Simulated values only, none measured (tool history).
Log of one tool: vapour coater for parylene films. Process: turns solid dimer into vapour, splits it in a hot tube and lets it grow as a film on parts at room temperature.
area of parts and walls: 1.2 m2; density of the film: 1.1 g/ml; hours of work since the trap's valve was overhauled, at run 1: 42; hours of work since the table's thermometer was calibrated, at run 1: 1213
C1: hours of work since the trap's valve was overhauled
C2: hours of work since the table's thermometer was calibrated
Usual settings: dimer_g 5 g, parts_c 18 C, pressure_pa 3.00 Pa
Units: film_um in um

{"run": 1, "day": 0.0, "dimer_g": 5, "parts_c": 18, "pressure_pa": 3.0, "C1": 42, "C2": 1213, "film_um": 2.5}
{"run": 2, "day": 1.733, "dimer_g": 5, "parts_c": 29, "pressure_pa": 3.0, "C1": 69, "C2": 1240, "film_um": 1.46}
{"run": 3, "day": 5.025, "dimer_g": 6, "parts_c": 18, "pressure_pa": 3.0, "C1": 120, "C2": 1292, "film_um": 2.98}
{"run": 4, "day": 6.646, "dimer_g": 5, "parts_c": 18, "pressure_pa": 7.34, "C1": 145, "C2": 1317, "film_um": 2.19}
{"run": 5, "day": 9.621, "dimer_g": 5, "parts_c": 18, "pressure_pa": 7.34, "C1": 191, "C2": 1363, "film_um": 2.21}
{"day": 10.529, "done": "trap's valve overhauled"}
{"run": 6, "day": 12.508, "dimer_g": 3, "parts_c": 18, "pressure_pa": 3.0, "C1": 31, "C2": 1405, "film_um": 1.48}
{"run": 7, "day": 14.2, "dimer_g": 3, "parts_c": 18, "pressure_pa": 3.0, "C1": 57, "C2": 1432, "film_um": 1.46}
{"run": 8, "day": 15.617, "dimer_g": 3, "parts_c": 18, "pressure_pa": 3.0, "C1": 79, "C2": 1454, "film_um": 1.5}
{"run": 9, "day": 18.996, "dimer_g": 3, "parts_c": 18, "pressure_pa": 3.0, "C1": 132, "C2": 1506, "film_um": 1.47}
{"run": 10, "day": 21.008, "dimer_g": 3, "parts_c": 18, "pressure_pa": 3.0, "C1": 163, "C2": 1538, "film_um": 1.49}
{"day": 23.742, "done": "trap's valve overhauled"}
{"run": 11, "day": 24.333, "dimer_g": 2, "parts_c": 18, "pressure_pa": 3.0, "C1": 9, "C2": 1587, "film_um": 1.01}
{"run": 12, "day": 26.921, "dimer_g": 2, "parts_c": 18, "pressure_pa": 3.0, "C1": 50, "C2": 1627, "film_um": 0.98}
{"run": 13, "day": 28.65, "dimer_g": 5, "parts_c": 18, "pressure_pa": 3.0, "C1": 76, "C2": 1654, "film_um": 2.47}
{"run": 14, "day": 30.138, "dimer_g": 5, "parts_c": 18, "pressure_pa": 3.0, "C1": 100, "C2": 1677, "film_um": 2.53}
{"run": 15, "day": 33.183, "dimer_g": 5, "parts_c": 18, "pressure_pa": 3.88, "C1": 147, "C2": 1725, "film_um": 2.36}
{"run": 16, "day": 35.008, "dimer_g": 5, "parts_c": 18, "pressure_pa": 3.88, "C1": 175, "C2": 1753, "film_um": 2.41}
{"day": 36.954, "done": "trap's valve overhauled"}
{"run": 17, "day": 38.283, "dimer_g": 5, "parts_c": 18, "pressure_pa": 3.0, "C1": 21, "C2": 1801, "film_um": 2.47}
{"run": 18, "day": 41.642, "dimer_g": 5, "parts_c": 18, "pressure_pa": 8.32, "C1": 73, "C2": 1854, "film_um": 2.14}
{"run": 19, "day": 44.842, "dimer_g": 5, "parts_c": 18, "pressure_pa": 3.0, "C1": 123, "C2": 1903, "film_um": 2.47}
{"run": 20, "day": 47.708, "dimer_g": 5, "parts_c": 18, "pressure_pa": 3.0, "C1": 167, "C2": 1948, "film_um": 2.49}
{"day": 50.162, "done": "trap's valve overhauled"}
{"run": 21, "day": 50.329, "dimer_g": 5, "parts_c": 18, "pressure_pa": 3.0, "C1": 3, "C2": 1986, "film_um": 2.45}
{"run": 22, "day": 52.467, "dimer_g": 5, "parts_c": 12, "pressure_pa": 3.0, "C1": 36, "C2": 2019, "film_um": 3.27}
{"run": 23, "day": 55.6, "dimer_g": 5, "parts_c": 12, "pressure_pa": 3.0, "C1": 85, "C2": 2068, "film_um": 3.28}
{"run": 24, "day": 58.762, "dimer_g": 5, "parts_c": 12, "pressure_pa": 3.0, "C1": 134, "C2": 2118, "film_um": 3.26}
{"run": 25, "day": 61.512, "dimer_g": 4, "parts_c": 18, "pressure_pa": 6.72, "C1": 177, "C2": 2160, "film_um": 1.77}
{"day": 63.267, "done": "trap's valve overhauled"}
{"run": 26, "day": 63.612, "dimer_g": 2, "parts_c": 11, "pressure_pa": 6.72, "C1": 5, "C2": 2190, "film_um": 1.23}
{"run": 27, "day": 66.604, "dimer_g": 4, "parts_c": 19, "pressure_pa": 5.99, "C1": 52, "C2": 2237, "film_um": 1.75}
{"day": 68.612, "done": "table's thermometer calibrated"}
{"run": 28, "day": 68.612, "dimer_g": 5, "parts_c": 14, "pressure_pa": 3.0, "C1": 83, "C2": 0, "film_um": 2.99}
{"run": 29, "day": 72.079, "dimer_g": 3, "parts_c": 29, "pressure_pa": 10.62, "C1": 136, "C2": 54, "film_um": 0.73}
{"run": 30, "day": 74.55, "dimer_g": 3, "parts_c": 29, "pressure_pa": 10.62, "C1": 175, "C2": 92, "film_um": 0.72}
{"run": 31, "day": 76.004, "dimer_g": 3, "parts_c": 29, "pressure_pa": 10.62, "C1": 198, "C2": 115, "film_um": 0.75}
{"day": 76.375, "done": "trap's valve overhauled"}
{"run": 32, "day": 78.825, "dimer_g": 7, "parts_c": 18, "pressure_pa": 4.03, "C1": 38, "C2": 156, "film_um": 3.33}
{"run": 33, "day": 81.138, "dimer_g": 7, "parts_c": 13, "pressure_pa": 3.08, "C1": 74, "C2": 192, "film_um": 4.38}
{"run": 34, "day": 83.808, "dimer_g": 5, "parts_c": 18, "pressure_pa": 6.08, "C1": 116, "C2": 234, "film_um": 2.27}
{"run": 35, "day": 86.725, "dimer_g": 5, "parts_c": 19, "pressure_pa": 2.52, "C1": 161, "C2": 279, "film_um": 2.46}
{"day": 89.592, "done": "trap's valve overhauled"}
{"run": 36, "day": 89.6, "dimer_g": 5, "parts_c": 19, "pressure_pa": 2.52, "C1": 0, "C2": 321, "film_um": 2.4}
{"run": 37, "day": 91.546, "dimer_g": 5, "parts_c": 19, "pressure_pa": 2.52, "C1": 30, "C2": 352, "film_um": 2.42}
{"run": 38, "day": 93.271, "dimer_g": 5, "parts_c": 18, "pressure_pa": 8.58, "C1": 57, "C2": 379, "film_um": 2.13}
{"run": 39, "day": 96.042, "dimer_g": 8, "parts_c": 25, "pressure_pa": 8.58, "C1": 100, "C2": 422, "film_um": 2.48}
{"run": 40, "day": 99.05, "dimer_g": 3, "parts_c": 11, "pressure_pa": 3.47, "C1": 147, "C2": 468, "film_um": 2.03}
{"run": 41, "day": 101.788, "dimer_g": 5, "parts_c": 14, "pressure_pa": 9.27, "C1": 190, "C2": 511, "film_um": 2.57}
{"day": 102.854, "done": "trap's valve overhauled"}
{"run": 42, "day": 104.067, "dimer_g": 5, "parts_c": 26, "pressure_pa": 2.97, "C1": 19, "C2": 544, "film_um": 1.7}
{"run": 43, "day": 107.275, "dimer_g": 5, "parts_c": 26, "pressure_pa": 2.97, "C1": 69, "C2": 594, "film_um": 1.7}
{"run": 44, "day": 109.108, "dimer_g": 7, "parts_c": 27, "pressure_pa": 9.64, "C1": 97, "C2": 622, "film_um": 1.96}

Forecast run 45:
{"run": 45, "day": 111.754, "dimer_g": 5, "parts_c": 22, "pressure_pa": 9.64, "C1": 139, "C2": 664, "film_um": "?"}

film_um: 1.76 um
Without the tool's hidden state the same run would have given film_um 1.77 um.
